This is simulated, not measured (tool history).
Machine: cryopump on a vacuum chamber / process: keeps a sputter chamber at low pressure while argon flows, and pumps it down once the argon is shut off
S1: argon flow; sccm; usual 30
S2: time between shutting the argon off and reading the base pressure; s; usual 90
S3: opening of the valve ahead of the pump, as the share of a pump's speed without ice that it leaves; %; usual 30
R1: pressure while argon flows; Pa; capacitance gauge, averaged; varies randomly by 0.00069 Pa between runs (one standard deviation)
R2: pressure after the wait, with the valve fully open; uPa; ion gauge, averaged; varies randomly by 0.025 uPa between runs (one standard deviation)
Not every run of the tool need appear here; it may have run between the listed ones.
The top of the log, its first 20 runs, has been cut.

{"run": 21, "hour": 1041.0, "S1": 58, "S2": 90, "S3": 29, "R1": 0.2457, "R2": 2.06}
{"run": 22, "hour": 1102.8, "S1": 14, "S2": 38, "S3": 18, "R1": 0.0956, "R2": 3.14}
{"run": 23, "hour": 1164.2, "S1": 14, "S2": 38, "S3": 18, "R1": 0.0944, "R2": 3.32}
{"hour": 1193.6, "done": "pump warmed up, emptied and cooled again"}
{"run": 24, "hour": 1206.4, "S1": 22, "S2": 68, "S3": 58, "R1": 0.0445, "R2": 2.23}
{"run": 25, "hour": 1262.5, "S1": 22, "S2": 68, "S3": 58, "R1": 0.0459, "R2": 2.37}
{"run": 26, "hour": 1314.5, "S1": 49, "S2": 160, "S3": 17, "R1": 0.3416, "R2": 1.67}
{"run": 27, "hour": 1349.1, "S1": 15, "S2": 78, "S3": 23, "R1": 0.0777, "R2": 2.14}
{"run": 28, "hour": 1426.5, "S1": 15, "S2": 78, "S3": 23, "R1": 0.0787, "R2": 2.29}
{"run": 29, "hour": 1477.2, "S1": 15, "S2": 78, "S3": 23, "R1": 0.0789, "R2": 2.22}
{"run": 30, "hour": 1522.9, "S1": 42, "S2": 90, "S3": 30, "R1": 0.1701, "R2": 2.22}
{"run": 31, "hour": 1569.8, "S1": 15, "S2": 258, "S3": 30, "R1": 0.0607, "R2": 1.66}
{"run": 32, "hour": 1607.5, "S1": 31, "S2": 49, "S3": 55, "R1": 0.0717, "R2": 2.9}
{"run": 33, "hour": 1669.1, "S1": 31, "S2": 107, "S3": 30, "R1": 0.1294, "R2": 2.14}

Consider 4 possible next runs. They are alternatives, not a sequence: every one starts from the tool as it was left by run 33. What does each give?
{"run": "A", "hour": 1731.9, "S1": 23, "S2": 107, "S3": 30, "R1": "?", "R2": "?"}
{"run": "B", "hour": 1731.9, "S1": 14, "S2": 197, "S3": 30, "R1": "?", "R2": "?"}
{"run": "C", "hour": 1731.9, "S1": 30, "S2": 90, "S3": 30, "R1": "?", "R2": "?"}
{"run": "D", "hour": 1731.9, "S1": 43, "S2": 214, "S3": 30, "R1": "?", "R2": "?"}

run=A R1=0.0954 R2=2.16
run=B R1=0.0583 R2=1.82
run=C R1=0.1238 R2=2.30
run=D R1=0.1790 R2=1.90
What these runs would have given with no unlogged condition in the tool:
run=A R1=0.0902 R2=0.92
run=B R1=0.0552 R2=0.57
run=C R1=0.1171 R2=1.04
run=D R1=0.1694 R2=0.59

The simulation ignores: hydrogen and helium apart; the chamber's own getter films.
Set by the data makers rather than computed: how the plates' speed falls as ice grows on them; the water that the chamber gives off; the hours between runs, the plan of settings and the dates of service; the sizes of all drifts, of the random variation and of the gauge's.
